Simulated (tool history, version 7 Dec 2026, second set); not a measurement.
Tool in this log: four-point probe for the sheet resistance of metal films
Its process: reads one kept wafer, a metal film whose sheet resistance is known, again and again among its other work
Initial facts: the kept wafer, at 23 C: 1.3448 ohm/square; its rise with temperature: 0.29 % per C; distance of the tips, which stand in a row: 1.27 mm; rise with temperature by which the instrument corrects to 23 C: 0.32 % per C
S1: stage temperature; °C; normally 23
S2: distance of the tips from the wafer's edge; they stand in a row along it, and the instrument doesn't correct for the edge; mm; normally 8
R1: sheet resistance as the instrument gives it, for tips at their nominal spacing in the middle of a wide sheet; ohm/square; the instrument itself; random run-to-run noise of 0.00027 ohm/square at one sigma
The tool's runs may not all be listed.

run	hour	S1	S2	R1
1	0	23	8	1.3728
2	64	23	8	1.373161
3	163.6	23	8	1.372937
4	293.9	23	8	1.373119
5	402.3	26	8	1.372579
6	479.6	26	8	1.372184
7	577	26	8	1.37224
8	687.1	32	42	1.352853
9	791.3	33	13	1.359179
10	855.5	32	3	1.469817
11	965.7	33	10	1.363495
12	1025	33	10	1.363788
13	1144.5	32	5	1.398272
14	1225.1	23	18	1.360157

5 options for the next run, each taken on its own from the tool as it stands now. Forecast them:
A	1311.6	19	44	?
B	1311.6	30	18	?
C	1311.6	25	7	?
D	1311.6	20	41	?
E	1311.6	23	11	?

run	R1
A	1.358698
B	1.357702
C	1.379324
D	1.358919
E	1.366448
With the hidden condition removed and each run's random variation left untouched, the same runs would have given:
run	R1
A	1.346862
B	1.345847
C	1.367308
D	1.347078
E	1.35454
